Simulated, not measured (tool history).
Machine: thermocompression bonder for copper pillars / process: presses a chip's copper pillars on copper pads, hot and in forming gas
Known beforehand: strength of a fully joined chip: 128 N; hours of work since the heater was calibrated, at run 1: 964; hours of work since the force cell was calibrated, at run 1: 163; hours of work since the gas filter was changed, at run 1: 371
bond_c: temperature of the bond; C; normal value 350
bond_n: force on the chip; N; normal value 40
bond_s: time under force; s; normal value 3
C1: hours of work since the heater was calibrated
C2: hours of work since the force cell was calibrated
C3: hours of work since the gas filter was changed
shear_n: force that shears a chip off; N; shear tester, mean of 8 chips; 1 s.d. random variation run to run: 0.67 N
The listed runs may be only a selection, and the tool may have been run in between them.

{"run": 1, "day": 0.0, "bond_c": 350, "bond_n": 40, "bond_s": 3, "C1": 964, "C2": 163, "C3": 371, "shear_n": 35.2}
{"run": 2, "day": 0.383, "bond_c": 350, "bond_n": 40, "bond_s": 3, "C1": 969, "C2": 168, "C3": 377, "shear_n": 36.4}
{"run": 3, "day": 0.762, "bond_c": 345, "bond_n": 40, "bond_s": 3, "C1": 974, "C2": 174, "C3": 382, "shear_n": 35.5}
{"day": 1.033, "done": "forming gas filter changed"}
{"run": 4, "day": 1.112, "bond_c": 345, "bond_n": 40, "bond_s": 3, "C1": 979, "C2": 178, "C3": 1, "shear_n": 39.1}
{"run": 5, "day": 1.304, "bond_c": 345, "bond_n": 45, "bond_s": 3, "C1": 982, "C2": 181, "C3": 4, "shear_n": 43.6}
{"run": 6, "day": 1.575, "bond_c": 345, "bond_n": 45, "bond_s": 3, "C1": 985, "C2": 185, "C3": 8, "shear_n": 43.9}
{"run": 7, "day": 1.867, "bond_c": 345, "bond_n": 45, "bond_s": 3, "C1": 990, "C2": 189, "C3": 12, "shear_n": 42.5}
{"run": 8, "day": 2.162, "bond_c": 345, "bond_n": 45, "bond_s": 3, "C1": 994, "C2": 193, "C3": 16, "shear_n": 42.4}
{"run": 9, "day": 2.521, "bond_c": 350, "bond_n": 40, "bond_s": 3, "C1": 999, "C2": 198, "C3": 21, "shear_n": 40.5}
{"run": 10, "day": 2.971, "bond_c": 322, "bond_n": 40, "bond_s": 5, "C1": 1005, "C2": 204, "C3": 27, "shear_n": 33.0}
{"run": 11, "day": 3.225, "bond_c": 336, "bond_n": 52, "bond_s": 6, "C1": 1009, "C2": 208, "C3": 31, "shear_n": 55.0}
{"run": 12, "day": 3.546, "bond_c": 379, "bond_n": 59, "bond_s": 7, "C1": 1013, "C2": 212, "C3": 35, "shear_n": 96.8}
{"run": 13, "day": 3.762, "bond_c": 372, "bond_n": 40, "bond_s": 5, "C1": 1016, "C2": 215, "C3": 38, "shear_n": 62.5}
{"run": 14, "day": 3.962, "bond_c": 379, "bond_n": 40, "bond_s": 4, "C1": 1019, "C2": 218, "C3": 41, "shear_n": 60.9}
{"run": 15, "day": 4.425, "bond_c": 334, "bond_n": 25, "bond_s": 6, "C1": 1025, "C2": 225, "C3": 47, "shear_n": 25.5}
{"run": 16, "day": 4.642, "bond_c": 334, "bond_n": 25, "bond_s": 6, "C1": 1028, "C2": 228, "C3": 50, "shear_n": 26.9}
{"run": 17, "day": 4.958, "bond_c": 334, "bond_n": 25, "bond_s": 6, "C1": 1033, "C2": 232, "C3": 55, "shear_n": 26.2}

4 ways to go on from here, each from the tool as it stands after run 17. What would each give?
{"run": "A", "day": 5.258, "bond_c": 350, "bond_n": 40, "bond_s": 9, "C1": 1037, "C2": 236, "C3": 59, "shear_n": "?"}
{"run": "B", "day": 5.258, "bond_c": 334, "bond_n": 25, "bond_s": 3, "C1": 1037, "C2": 236, "C3": 59, "shear_n": "?"}
{"run": "C", "day": 5.258, "bond_c": 326, "bond_n": 26, "bond_s": 3, "C1": 1037, "C2": 236, "C3": 59, "shear_n": "?"}
{"run": "D", "day": 5.258, "bond_c": 334, "bond_n": 25, "bond_s": 8, "C1": 1037, "C2": 236, "C3": 59, "shear_n": "?"}

run=A shear_n=58.6
run=B shear_n=18.9
run=C shear_n=18.0
run=D shear_n=30.1
Take away the tool's hidden state, keep each run's random variation, and the runs would have read:
run=A shear_n=65.8
run=B shear_n=22.1
run=C shear_n=21.0
run=D shear_n=34.8
